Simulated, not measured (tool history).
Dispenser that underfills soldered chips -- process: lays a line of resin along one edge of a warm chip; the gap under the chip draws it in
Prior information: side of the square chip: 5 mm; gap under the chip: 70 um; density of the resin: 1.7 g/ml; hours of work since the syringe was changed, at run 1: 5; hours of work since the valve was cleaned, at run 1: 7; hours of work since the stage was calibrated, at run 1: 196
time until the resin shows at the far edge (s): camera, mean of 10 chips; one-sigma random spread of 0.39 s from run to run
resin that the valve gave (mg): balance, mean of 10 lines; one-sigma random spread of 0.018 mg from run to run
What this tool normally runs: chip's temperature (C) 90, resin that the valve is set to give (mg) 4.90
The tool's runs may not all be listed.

run,day,chip's temperature (C),resin that the valve is set to give (mg),hours of work since the syringe was changed,hours of work since the valve was cleaned,hours of work since the stage was calibrated,time until the resin shows at the far edge (s),resin that the valve gave (mg)
1,0.000,90,4.90,5,7,196,31.1,4.91
# day 0.308: new syringe of resin
2,0.429,90,5.01,2,13,202,27.8,5.00
# day 0.912: new syringe of resin
3,0.917,90,4.99,0,20,209,26.6,4.95
4,1.196,90,4.99,4,24,213,31.8,4.91
5,1.471,90,4.99,8,28,217,39.1,4.90
# day 1.525: new syringe of resin
6,1.825,90,4.99,4,33,222,31.6,4.86
7,2.083,90,4.99,8,37,226,38.3,4.89
# day 2.133: new syringe of resin
8,2.583,90,4.99,7,44,233,35.3,4.84
# day 2.725: new syringe of resin
9,3.033,94,4.90,4,50,240,27.0,4.75
# day 3.304: new syringe of resin
10,3.533,94,4.90,3,57,247,26.0,4.71
# day 3.888: new syringe of resin
11,4.029,94,4.90,2,64,254,24.2,4.69
# day 4.471: new syringe of resin
12,4.500,94,4.90,0,71,261,22.3,4.66
# day 4.575: dispensing valve cleaned and set on the balance
13,4.933,98,4.90,6,5,266,25.5,4.86
# day 5.096: new syringe of resin
14,5.467,104,4.84,5,13,274,19.4,4.79
# day 5.675: new syringe of resin
15,5.996,81,6.08,5,20,281,47.4,5.98
# day 6.271: new syringe of resin
16,6.529,81,6.08,4,28,289,46.1,5.97
# day 6.879: new syringe of resin
17,7.033,101,5.11,2,35,296,18.3,4.98
18,7.383,101,5.11,7,40,301,23.1,4.99
# day 7.454: new syringe of resin
19,7.846,79,5.29,6,47,308,55.5,5.16
# day 8.050: new syringe of resin
20,8.379,77,4.27,5,55,316,59.9,4.12
# day 8.629: new syringe of resin
21,8.812,88,5.27,3,61,322,33.2,5.02

Consider 4 possible next runs. They are alternatives, not a sequence: every one starts from the tool as it was left by run 21. What does each give?
A,9.112,76,5.70,7,65,326,?,?
B,9.112,94,5.90,7,65,326,?,?
C,9.112,103,4.64,7,65,326,?,?
D,9.112,79,5.03,7,65,326,?,?

run,time until the resin shows at the far edge (s),resin that the valve gave (mg)
A,68.7,5.42
B,30.7,5.61
C,22.2,4.43
D,60.4,4.79
With no hidden state in the tool, these same runs would have given:
run,time until the resin shows at the far edge (s),resin that the valve gave (mg)
A,45.6,5.68
B,20.4,5.88
C,14.8,4.64
D,40.1,5.02
